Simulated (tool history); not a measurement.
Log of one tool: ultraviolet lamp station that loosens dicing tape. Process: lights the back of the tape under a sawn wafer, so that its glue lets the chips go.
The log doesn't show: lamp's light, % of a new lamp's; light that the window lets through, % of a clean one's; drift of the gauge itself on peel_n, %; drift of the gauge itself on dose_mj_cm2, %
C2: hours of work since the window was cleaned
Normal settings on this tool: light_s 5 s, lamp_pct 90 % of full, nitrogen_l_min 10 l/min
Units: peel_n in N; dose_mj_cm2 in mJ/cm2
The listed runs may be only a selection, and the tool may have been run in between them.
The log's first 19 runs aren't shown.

{"run": 20, "day": 14.896, "light_s": 7, "lamp_pct": 93, "nitrogen_l_min": 3, "hours of work of the lamp": 612, "C2": 110, "peel_n": 2.974, "dose_mj_cm2": 464}
{"run": 21, "day": 15.625, "light_s": 7, "lamp_pct": 63, "nitrogen_l_min": 14, "hours of work of the lamp": 622, "C2": 120, "peel_n": 2.121, "dose_mj_cm2": 311}
{"day": 16.342, "done": "lamp changed"}
{"run": 22, "day": 16.575, "light_s": 3, "lamp_pct": 90, "nitrogen_l_min": 5, "hours of work of the lamp": 3, "C2": 133, "peel_n": 3.352, "dose_mj_cm2": 327}
{"run": 23, "day": 17.588, "light_s": 2, "lamp_pct": 79, "nitrogen_l_min": 10, "hours of work of the lamp": 17, "C2": 146, "peel_n": 3.97, "dose_mj_cm2": 195}
{"run": 24, "day": 18.475, "light_s": 5, "lamp_pct": 78, "nitrogen_l_min": 3, "hours of work of the lamp": 29, "C2": 158, "peel_n": 2.785, "dose_mj_cm2": 464}
{"run": 25, "day": 19.471, "light_s": 3, "lamp_pct": 86, "nitrogen_l_min": 10, "hours of work of the lamp": 42, "C2": 172, "peel_n": 2.601, "dose_mj_cm2": 301}
{"run": 26, "day": 20.408, "light_s": 6, "lamp_pct": 90, "nitrogen_l_min": 15, "hours of work of the lamp": 55, "C2": 185, "peel_n": 0.529, "dose_mj_cm2": 624}
{"run": 27, "day": 21.146, "light_s": 5, "lamp_pct": 76, "nitrogen_l_min": 8, "hours of work of the lamp": 65, "C2": 195, "peel_n": 1.785, "dose_mj_cm2": 440}
{"run": 28, "day": 21.85, "light_s": 4, "lamp_pct": 100, "nitrogen_l_min": 9, "hours of work of the lamp": 75, "C2": 204, "peel_n": 1.453, "dose_mj_cm2": 454}
{"run": 29, "day": 22.671, "light_s": 5, "lamp_pct": 94, "nitrogen_l_min": 3, "hours of work of the lamp": 86, "C2": 215, "peel_n": 2.45, "dose_mj_cm2": 529}
{"run": 30, "day": 23.225, "light_s": 5, "lamp_pct": 94, "nitrogen_l_min": 3, "hours of work of the lamp": 93, "C2": 223, "peel_n": 2.468, "dose_mj_cm2": 527}
{"run": 31, "day": 23.954, "light_s": 3, "lamp_pct": 80, "nitrogen_l_min": 7, "hours of work of the lamp": 103, "C2": 233, "peel_n": 3.51, "dose_mj_cm2": 266}
{"run": 32, "day": 24.479, "light_s": 3, "lamp_pct": 80, "nitrogen_l_min": 7, "hours of work of the lamp": 110, "C2": 240, "peel_n": 3.544, "dose_mj_cm2": 270}
{"run": 33, "day": 25.433, "light_s": 3, "lamp_pct": 80, "nitrogen_l_min": 7, "hours of work of the lamp": 123, "C2": 253, "peel_n": 3.622, "dose_mj_cm2": 261}
{"run": 34, "day": 26.179, "light_s": 3, "lamp_pct": 97, "nitrogen_l_min": 7, "hours of work of the lamp": 133, "C2": 263, "peel_n": 2.947, "dose_mj_cm2": 318}
{"run": 35, "day": 26.775, "light_s": 3, "lamp_pct": 97, "nitrogen_l_min": 7, "hours of work of the lamp": 142, "C2": 271, "peel_n": 3.054, "dose_mj_cm2": 312}
{"run": 36, "day": 27.396, "light_s": 3, "lamp_pct": 97, "nitrogen_l_min": 7, "hours of work of the lamp": 150, "C2": 279, "peel_n": 3.011, "dose_mj_cm2": 312}
{"run": 37, "day": 28.362, "light_s": 4, "lamp_pct": 81, "nitrogen_l_min": 5, "hours of work of the lamp": 163, "C2": 293, "peel_n": 3.154, "dose_mj_cm2": 340}

5 options for the next run, each taken on its own from the tool as it stands now. Forecast them:
{"run": "A", "day": 29.054, "light_s": 5, "lamp_pct": 61, "nitrogen_l_min": 4, "hours of work of the lamp": 172, "C2": 302, "peel_n": "?", "dose_mj_cm2": "?"}
{"run": "B", "day": 29.054, "light_s": 4, "lamp_pct": 90, "nitrogen_l_min": 8, "hours of work of the lamp": 172, "C2": 302, "peel_n": "?", "dose_mj_cm2": "?"}
{"run": "C", "day": 29.054, "light_s": 3, "lamp_pct": 90, "nitrogen_l_min": 12, "hours of work of the lamp": 172, "C2": 302, "peel_n": "?", "dose_mj_cm2": "?"}
{"run": "D", "day": 29.054, "light_s": 5, "lamp_pct": 69, "nitrogen_l_min": 10, "hours of work of the lamp": 172, "C2": 302, "peel_n": "?", "dose_mj_cm2": "?"}
{"run": "E", "day": 29.054, "light_s": 3, "lamp_pct": 78, "nitrogen_l_min": 14, "hours of work of the lamp": 172, "C2": 302, "peel_n": "?", "dose_mj_cm2": "?"}

run=A peel_n=3.811 dose_mj_cm2=316
run=B peel_n=2.221 dose_mj_cm2=371
run=C peel_n=2.654 dose_mj_cm2=279
run=D peel_n=2.063 dose_mj_cm2=359
run=E peel_n=2.836 dose_mj_cm2=250
Without the tool's unlogged condition, the same runs would have read:
run=A peel_n=3.145 dose_mj_cm2=381
run=B peel_n=1.662 dose_mj_cm2=447
run=C peel_n=2.038 dose_mj_cm2=336
run=D peel_n=1.526 dose_mj_cm2=433
run=E peel_n=2.221 dose_mj_cm2=300

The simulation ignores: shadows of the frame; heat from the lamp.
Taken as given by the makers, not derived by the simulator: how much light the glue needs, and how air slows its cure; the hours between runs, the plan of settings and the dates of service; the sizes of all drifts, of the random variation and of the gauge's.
